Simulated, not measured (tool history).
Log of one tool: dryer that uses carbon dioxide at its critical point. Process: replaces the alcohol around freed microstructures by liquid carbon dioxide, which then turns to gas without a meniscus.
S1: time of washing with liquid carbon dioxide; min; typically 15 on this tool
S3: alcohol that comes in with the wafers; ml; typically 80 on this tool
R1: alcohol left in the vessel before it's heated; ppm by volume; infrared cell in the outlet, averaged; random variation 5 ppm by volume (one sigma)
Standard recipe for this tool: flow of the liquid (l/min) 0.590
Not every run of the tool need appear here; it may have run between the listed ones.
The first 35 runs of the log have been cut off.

Run 36, day 52.329: usual settings but S1 10 min, S3 45 ml. Result: R1 426 ppm by volume.
Run 37, day 53.500: usual settings but S1 17 min, S3 45 ml. Result: R1 183 ppm by volume.
Run 38, day 54.733: usual settings but S1 9 min, flow of the liquid (l/min) 0.959, S3 90 ml. Result: R1 211 ppm by volume.
At day 55.338: purifier's bed changed.
Run 39, day 55.917: usual settings but S1 9 min, flow of the liquid (l/min) 0.959, S3 90 ml. Result: R1 45 ppm by volume.
Run 40, day 57.296: usual settings but flow of the liquid (l/min) 0.440. Result: R1 261 ppm by volume.
Run 41, day 59.212: usual settings but S1 14 min, flow of the liquid (l/min) 0.440. Result: R1 382 ppm by volume.
At day 60.558: inlet filter changed.
Run 42, day 60.825: usual settings but S1 14 min, flow of the liquid (l/min) 0.440. Result: R1 289 ppm by volume.
Run 43, day 62.325: usual settings but S1 14 min, flow of the liquid (l/min) 0.665, S3 77 ml. Result: R1 22 ppm by volume.
Run 44, day 64.438: usual settings but S1 14 min, flow of the liquid (l/min) 0.665, S3 77 ml. Result: R1 42 ppm by volume.
Run 45, day 66.271: usual settings but S1 11 min, flow of the liquid (l/min) 0.585, S3 112 ml. Result: R1 322 ppm by volume.
Run 46, day 67.650: usual settings but S1 11 min, flow of the liquid (l/min) 0.585, S3 112 ml. Result: R1 324 ppm by volume.
Run 47, day 69.529: usual settings but S1 12 min, flow of the liquid (l/min) 0.480, S3 112 ml. Result: R1 615 ppm by volume.

Consider 4 possible next runs. They are alternatives, not a sequence: every one starts from the tool as it was left by run 47. What does each give?
Run A, day 71.117: usual settings but S1 23 min, flow of the liquid (l/min) 0.630, S3 50 ml. Result: R1 ?.
Run B, day 71.117: usual settings but S1 10 min. Result: R1 ?.
Run C, day 71.117: usual settings but flow of the liquid (l/min) 0.445, S3 30 ml. Result: R1 ?.
Run D, day 71.117: usual settings but flow of the liquid (l/min) 0.480, S3 29 ml. Result: R1 ?.

run   R1
  A   30
  B  403
  C   95
  D   64
With the hidden condition removed and each run's random variation left untouched, the same runs would have given:
run   R1
  A    8
  B  338
  C   65
  D   37

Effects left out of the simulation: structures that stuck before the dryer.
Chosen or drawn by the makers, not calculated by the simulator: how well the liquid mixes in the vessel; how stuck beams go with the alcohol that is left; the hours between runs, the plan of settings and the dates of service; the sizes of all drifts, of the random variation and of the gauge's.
